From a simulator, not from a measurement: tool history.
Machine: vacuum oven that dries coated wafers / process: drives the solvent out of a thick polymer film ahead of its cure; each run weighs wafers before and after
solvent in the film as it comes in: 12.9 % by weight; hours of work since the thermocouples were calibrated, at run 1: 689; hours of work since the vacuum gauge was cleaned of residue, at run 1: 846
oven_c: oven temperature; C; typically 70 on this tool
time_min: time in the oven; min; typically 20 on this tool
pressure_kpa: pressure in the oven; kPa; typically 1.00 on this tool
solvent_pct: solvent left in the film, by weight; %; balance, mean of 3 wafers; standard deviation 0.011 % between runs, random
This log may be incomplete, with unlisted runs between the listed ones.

run     day  oven_c  time_min  pressure_kpa  hours of work since the thermocouples were calibrated  hours of work since the vacuum gauge was cleaned of residue  solvent_pct
  1   0.000      70        20          1.00                                                    689                                                          846         1.21
  2   1.642      70        24          1.00                                                    711                                                          868         0.99
  3   3.867      70        24          1.00                                                    741                                                          898         1.00
  4   6.258      70        24          1.00                                                    773                                                          930         1.00
  5   9.450      70        20          0.69                                                    815                                                          973         1.04
  6  11.908      71        20          0.69                                                    848                                                         1006         0.90
  7  14.008      71        20          0.69                                                    877                                                         1034         0.91
  8  16.929      71        20          0.69                                                    916                                                         1073         0.92
  9  19.504      71        20          0.69                                                    950                                                         1108         0.91
 10  21.317      56        13          3.43                                                    975                                                         1132         7.69
 11  23.308      58        12          1.00                                                   1001                                                         1159         5.87
     23.683  -- oven's thermocouples calibrated
 12  25.021      65        16          1.00                                                     18                                                         1180         2.63
 13  27.875      65        12          1.00                                                     56                                                         1219         3.52
 14  29.825      56        12          1.00                                                     82                                                         1245         6.27
 15  32.296      82        27          1.58                                                    116                                                         1278         0.64
 16  34.671      74        20          0.58                                                    147                                                         1310         0.57
     36.696  -- oven's thermocouples calibrated, once more
 17  37.058      55        12          0.64                                                      5                                                         1341         6.74

Run 18 has not been measured yet. What should we expect?
 18  39.467      55        12          0.64                                                     37                                                         1373            ?

solvent_pct: 6.71 %
If the tool had no hidden condition, the same run with the same run-to-run variation would have returned solvent_pct 6.65 %.
